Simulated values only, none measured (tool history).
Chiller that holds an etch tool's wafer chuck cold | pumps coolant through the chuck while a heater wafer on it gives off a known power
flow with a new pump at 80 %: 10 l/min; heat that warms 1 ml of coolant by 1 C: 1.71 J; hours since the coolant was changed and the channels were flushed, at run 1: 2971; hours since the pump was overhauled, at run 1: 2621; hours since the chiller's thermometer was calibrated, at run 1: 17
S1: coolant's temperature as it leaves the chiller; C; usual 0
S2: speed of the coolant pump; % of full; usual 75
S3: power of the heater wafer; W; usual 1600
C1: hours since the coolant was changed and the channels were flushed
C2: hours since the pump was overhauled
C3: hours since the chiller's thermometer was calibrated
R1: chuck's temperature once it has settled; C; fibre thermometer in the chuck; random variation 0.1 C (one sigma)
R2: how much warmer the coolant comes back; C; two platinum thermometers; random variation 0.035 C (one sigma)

run	hour	S1	S2	S3	C1	C2	C3	R1	R2
1	0.0	0	75	1600	2971	2621	17	15.1	6.01
2	91.7	0	75	1600	3062	2713	108	15.2	6.03
3	209.7	0	75	1600	3180	2831	226	15.0	6.09
4	305.1	0	75	1095	3276	2926	322	10.4	4.22
5	398.7	0	75	1095	3369	3020	415	10.3	4.18
6	473.2	0	75	1095	3444	3094	490	10.2	4.21
7	529.1	0	75	1095	3500	3150	546	10.4	4.25
8	644.2	0	80	1584	3615	3265	661	14.2	5.66
9	738.3	0	79	1600	3709	3359	755	14.6	5.85
10	862.0	-5	83	1013	3833	3483	879	3.9	3.60
11	967.6	-5	83	1013	3938	3588	984	3.9	3.61
12	1091.9	-9	99	1013	4063	3713	1108	-1.1	2.96
13	1197.2	-2	99	1013	4168	3818	1214	5.7	3.01

Some steps in R2 between neighbouring runs. How much of each would the tool show without its hidden state too (settings, what came in, random variation), and how much is left for the hidden state, with any gauge scatter that isn't in both results?
The hidden state here: heat passed by the chuck's channels, % of clean ones'; flow at a given pump speed, % of a new pump's; coolant's true temperature over the reading, C; drift of the gauge itself on chuck_c, C; drift of the gauge itself on warmer_back_c, C.
Run 2 -> 3: no setting changed, nothing entered. R2 +0.06 C: hidden state +0.03, all else +0.03.
Run 9 -> 10: S1 0 -> -5, S2 79 -> 83, S3 1600 -> 1013. R2 -2.25 C: hidden state +0.03, all else -2.28.
